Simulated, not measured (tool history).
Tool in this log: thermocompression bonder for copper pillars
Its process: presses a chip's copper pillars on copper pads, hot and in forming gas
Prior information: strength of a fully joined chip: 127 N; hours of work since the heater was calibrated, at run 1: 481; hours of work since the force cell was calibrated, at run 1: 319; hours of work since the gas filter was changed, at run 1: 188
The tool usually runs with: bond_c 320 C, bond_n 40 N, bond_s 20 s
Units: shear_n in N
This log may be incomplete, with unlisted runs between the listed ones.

run   hour  bond_c  bond_n  bond_s  hours of work since the heater was calibrated  hours of work since the force cell was calibrated  hours of work since the gas filter was changed  shear_n
  1      0     320      40      20                                            481                                                319                                             188     54.3
  2   17.8     320      40      20                                            493                                                331                                             200     54.6
  3   37.5     320      40      20                                            506                                                344                                             213     53.6
  4   57.8     320      40      20                                            519                                                357                                             226     54.3
  5   68.4     320      40      20                                            526                                                364                                             233       54
  6   78.6     320      40      20                                            533                                                371                                             240     54.6
  7     96     333      40      20                                            545                                                383                                             252     61.1
  8  116.1     297      59      22                                            558                                                396                                             265     59.4
  9    132     318      27      24                                            568                                                406                                             275     41.3
 10  143.2     318      27      24                                            576                                                414                                             283     41.3
 11  159.4     309      27      19                                            586                                                424                                             294     33.1
 12  170.3     309      27      29                                            594                                                432                                             301     39.2
 13  190.5     328      57      20                                            607                                                445                                             314     76.3
 14    207     320      33      52                                            618                                                456                                             325       65

Predict each of these 3 candidate next runs independently; none follows another, all start after run 14:
  A  218.3     320      33      47                                            625                                                463                                             332        ?
  B  218.3     320      30      20                                            625                                                463                                             332        ?
  C  218.3     345      40      12                                            625                                                463                                             332        ?

run  shear_n
  A     62.9
  B     42.1
  C     58.3
What these runs would have given with no unlogged condition in the tool:
run  shear_n
  A     62.8
  B     41.9
  C     58.4

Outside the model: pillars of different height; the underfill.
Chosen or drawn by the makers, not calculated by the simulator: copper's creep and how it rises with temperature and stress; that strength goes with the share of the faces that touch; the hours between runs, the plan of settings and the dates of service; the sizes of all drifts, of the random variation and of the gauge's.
